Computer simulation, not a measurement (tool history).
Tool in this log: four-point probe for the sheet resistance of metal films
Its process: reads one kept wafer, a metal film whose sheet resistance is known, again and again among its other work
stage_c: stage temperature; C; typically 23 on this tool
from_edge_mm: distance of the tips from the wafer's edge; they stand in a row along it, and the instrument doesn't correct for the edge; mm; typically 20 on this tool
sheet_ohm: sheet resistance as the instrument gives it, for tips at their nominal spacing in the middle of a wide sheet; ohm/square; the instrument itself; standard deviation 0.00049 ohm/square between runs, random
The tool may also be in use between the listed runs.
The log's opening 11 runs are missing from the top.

run 12 hour=616.4 | stage_c=23 from_edge_mm=20 | sheet_ohm=2.451881
run 13 hour=662.2 | stage_c=23 from_edge_mm=20 | sheet_ohm=2.451572
run 14 hour=739.1 | stage_c=23 from_edge_mm=15 | sheet_ohm=2.451734
run 15 hour=772.8 | stage_c=23 from_edge_mm=20 | sheet_ohm=2.451170
run 16 hour=839.3 | stage_c=23 from_edge_mm=20 | sheet_ohm=2.451043
run 17 hour=886.9 | stage_c=23 from_edge_mm=20 | sheet_ohm=2.451783
run 18 hour=948.9 | stage_c=23 from_edge_mm=20 | sheet_ohm=2.451593
run 19 hour=985.7 | stage_c=21 from_edge_mm=20 | sheet_ohm=2.451347
run 20 hour=1025.7 | stage_c=21 from_edge_mm=4 | sheet_ohm=2.470652
run 21 hour=1084.6 | stage_c=22 from_edge_mm=20 | sheet_ohm=2.451143
run 22 hour=1156.8 | stage_c=22 from_edge_mm=20 | sheet_ohm=2.451310
run 23 hour=1213.5 | stage_c=22 from_edge_mm=20 | sheet_ohm=2.450792
run 24 hour=1280.5 | stage_c=28 from_edge_mm=23 | sheet_ohm=2.451832
run 25 hour=1348.1 | stage_c=23 from_edge_mm=63 | sheet_ohm=2.450766
run 26 hour=1412.2 | stage_c=19 from_edge_mm=18 | sheet_ohm=2.450667
run 27 hour=1446.9 | stage_c=28 from_edge_mm=58 | sheet_ohm=2.452864
run 28 hour=1484.0 | stage_c=28 from_edge_mm=58 | sheet_ohm=2.453103
run 29 hour=1547.0 | stage_c=26 from_edge_mm=21 | sheet_ohm=2.452739
run 30 hour=1610.1 | stage_c=21 from_edge_mm=10 | sheet_ohm=2.453501
run 31 hour=1646.0 | stage_c=21 from_edge_mm=10 | sheet_ohm=2.454024
run 32 hour=1679.5 | stage_c=33 from_edge_mm=22 | sheet_ohm=2.454680
run 33 hour=1732.6 | stage_c=33 from_edge_mm=22 | sheet_ohm=2.454027

Estimate the outcome of run 34 from the log above:
run 34 hour=1784.3 | stage_c=19 from_edge_mm=31 | sheet_ohm=?

sheet_ohm: 2.450080 ohm/square
Minus the tool's unlogged condition, the same run would have read sheet_ohm 2.450222 ohm/square.

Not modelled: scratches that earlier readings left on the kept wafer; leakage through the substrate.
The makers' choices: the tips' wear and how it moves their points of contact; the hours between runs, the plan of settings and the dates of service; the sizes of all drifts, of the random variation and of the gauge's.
